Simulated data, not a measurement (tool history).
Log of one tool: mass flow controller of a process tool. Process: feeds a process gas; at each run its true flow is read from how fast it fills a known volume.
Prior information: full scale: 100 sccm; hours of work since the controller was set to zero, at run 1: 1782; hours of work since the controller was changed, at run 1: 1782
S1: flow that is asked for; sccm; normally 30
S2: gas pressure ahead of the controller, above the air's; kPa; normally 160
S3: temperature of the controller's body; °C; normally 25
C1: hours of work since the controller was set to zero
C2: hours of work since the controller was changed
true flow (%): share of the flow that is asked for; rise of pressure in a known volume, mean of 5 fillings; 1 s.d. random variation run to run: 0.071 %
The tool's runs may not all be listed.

run 1 day=0.000 | S1=30 S2=160 S3=25 | C1=1782 C2=1782 | true_flow_(%)=100.16
run 2 day=2.521 | S1=30 S2=160 S3=25 | C1=1813 C2=1813 | true_flow_(%)=100.28
run 3 day=4.792 | S1=14 S2=160 S3=25 | C1=1841 C2=1841 | true_flow_(%)=101.42
run 4 day=8.000 | S1=14 S2=160 S3=25 | C1=1881 C2=1881 | true_flow_(%)=101.49
run 5 day=10.346 | S1=14 S2=160 S3=25 | C1=1910 C2=1910 | true_flow_(%)=101.36
run 6 day=12.112 | S1=14 S2=160 S3=25 | C1=1932 C2=1932 | true_flow_(%)=101.61
run 7 day=14.088 | S1=30 S2=160 S3=25 | C1=1956 C2=1956 | true_flow_(%)=100.26
run 8 day=17.917 | S1=30 S2=160 S3=25 | C1=2004 C2=2004 | true_flow_(%)=100.37
run 9 day=21.592 | S1=30 S2=258 S3=35 | C1=2049 C2=2049 | true_flow_(%)=101.76
run 10 day=25.375 | S1=30 S2=202 S3=26 | C1=2096 C2=2096 | true_flow_(%)=100.54
run 11 day=27.829 | S1=30 S2=202 S3=26 | C1=2127 C2=2127 | true_flow_(%)=100.59
run 12 day=29.642 | S1=26 S2=160 S3=36 | C1=2149 C2=2149 | true_flow_(%)=101.76
run 13 day=33.346 | S1=21 S2=166 S3=21 | C1=2195 C2=2195 | true_flow_(%)=100.55

Predict each of these 5 candidate next runs independently; none follows another, all start after run 13:
run A day=35.592 | S1=21 S2=146 S3=30 | C1=2223 C2=2223 | true_flow_(%)=?
run B day=35.592 | S1=11 S2=218 S3=21 | C1=2223 C2=2223 | true_flow_(%)=?
run C day=35.592 | S1=21 S2=177 S3=33 | C1=2223 C2=2223 | true_flow_(%)=?
run D day=35.592 | S1=22 S2=166 S3=21 | C1=2223 C2=2223 | true_flow_(%)=?
run E day=35.592 | S1=21 S2=160 S3=31 | C1=2223 C2=2223 | true_flow_(%)=?

run=A true_flow_(%)=101.50
run=B true_flow_(%)=102.45
run=C true_flow_(%)=101.74
run=D true_flow_(%)=100.36
run=E true_flow_(%)=101.59
Take away the tool's hidden state, keep each run's random variation, and the runs would have read:
run=A true_flow_(%)=100.17
run=B true_flow_(%)=99.37
run=C true_flow_(%)=100.41
run=D true_flow_(%)=99.13
run=E true_flow_(%)=100.27
